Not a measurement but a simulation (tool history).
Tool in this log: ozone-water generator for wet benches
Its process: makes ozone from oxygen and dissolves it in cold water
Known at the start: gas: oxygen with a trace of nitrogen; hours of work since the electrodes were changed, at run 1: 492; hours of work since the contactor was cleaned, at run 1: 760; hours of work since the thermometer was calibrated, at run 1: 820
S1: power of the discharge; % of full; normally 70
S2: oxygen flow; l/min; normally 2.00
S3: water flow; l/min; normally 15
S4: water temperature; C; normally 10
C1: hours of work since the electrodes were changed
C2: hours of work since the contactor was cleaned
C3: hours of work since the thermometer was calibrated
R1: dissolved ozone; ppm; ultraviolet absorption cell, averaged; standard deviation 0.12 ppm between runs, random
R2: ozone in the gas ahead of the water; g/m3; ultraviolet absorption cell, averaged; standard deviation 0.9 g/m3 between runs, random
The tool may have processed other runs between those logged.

run	hour	S1	S2	S3	S4	C1	C2	C3	R1	R2
1	0.0	70	2.00	15	10	492	760	820	11.0	148.1
2	24.1	70	2.08	15	10	507	775	835	11.1	148.3
3	56.5	70	2.00	15	10	527	796	855	11.0	147.3
4	89.5	70	2.00	15	10	548	816	876	11.1	149.7
5	124.2	70	2.00	15	10	570	838	898	11.0	148.0
6	147.5	70	2.94	15	10	584	853	913	12.4	126.9
7	164.4	70	2.94	15	10	595	863	923	12.3	126.4
8	189.9	89	2.00	15	10	611	880	939	12.5	168.2
9	206.0	89	2.00	15	10	621	890	949	12.5	166.7
10	235.9	70	2.00	15	13	640	908	968	10.7	147.8
11	251.8	70	2.00	15	13	650	918	978	10.7	147.6
12	273.7	70	2.00	15	13	663	932	992	10.6	149.4
13	306.5	70	2.00	15	13	684	953	1012	10.6	149.5
14	330.2	70	2.24	15	10	699	968	1027	11.5	141.9
15	350.4	70	2.24	15	10	712	980	1040	11.4	141.9
16	384.0	53	2.00	15	10	733	1001	1061	9.5	127.2
17	406.7	53	2.00	15	10	747	1016	1075	9.4	127.3
18	427.7	75	2.00	15	10	760	1029	1089	11.5	153.2
19	450.2	75	1.83	16	10	774	1043	1103	10.2	160.3
20	478.7	75	1.83	16	10	792	1061	1121	10.4	160.6
21	495.6	75	1.83	16	13	803	1072	1131	9.9	158.3
22	514.6	98	1.83	16	13	815	1083	1143	11.7	182.1
# hour 518.2: water thermometer calibrated
23	532.5	98	1.83	16	8	826	1094	9	12.2	182.9
24	566.4	98	1.83	16	8	847	1116	30	12.1	184.3
25	597.5	98	2.34	16	7	866	1135	50	13.4	165.6
26	616.5	98	2.34	16	7	878	1147	62	13.6	164.4
27	646.6	98	2.34	16	7	897	1166	81	13.6	165.0
# hour 675.9: water thermometer calibrated, once more
28	681.5	51	2.34	17	7	919	1188	4	8.6	117.0
29	700.8	55	2.98	15	10	931	1200	16	11.0	110.0
30	721.7	60	2.00	15	10	944	1213	29	10.0	136.4
31	752.9	60	2.00	15	10	964	1232	48	10.2	135.5
32	776.7	81	2.09	23	7	979	1247	63	8.0	157.4
33	807.6	81	2.09	9	18	998	1267	83	17.1	156.4

Pick out some run-to-run changes in R1. Of each, how much would a tool without hidden state show as well, from the settings, what came in and chance, and how much is left for the hidden state and any gauge scatter not in both results compared?
Hidden state present: yield of the discharge, % of new electrodes'; contactor's efficiency, % of a clean one's; true water temperature over the reading, C; drift of the gauge itself on ozone_ppm, %; drift of the gauge itself on gas_g_m3, %.
Run 3 -> 4: nothing adjusted, nothing logged. R1 +0.1 ppm: hidden state -0.1, all else +0.2.
Run 27 -> 28: S1 98 -> 51, S3 16 -> 17, water thermometer calibrated, once more. R1 -5.0 ppm: hidden state +0.2, all else -5.2.
Run 28 -> 29: S1 51 -> 55, S2 2.34 -> 2.98, S3 17 -> 15, S4 7 -> 10. R1 +2.4 ppm: hidden state -0.1, all else +2.5.
Run 32 -> 33: S3 23 -> 9, S4 7 -> 18. R1 +9.1 ppm: hidden state -0.2, all else +9.3.

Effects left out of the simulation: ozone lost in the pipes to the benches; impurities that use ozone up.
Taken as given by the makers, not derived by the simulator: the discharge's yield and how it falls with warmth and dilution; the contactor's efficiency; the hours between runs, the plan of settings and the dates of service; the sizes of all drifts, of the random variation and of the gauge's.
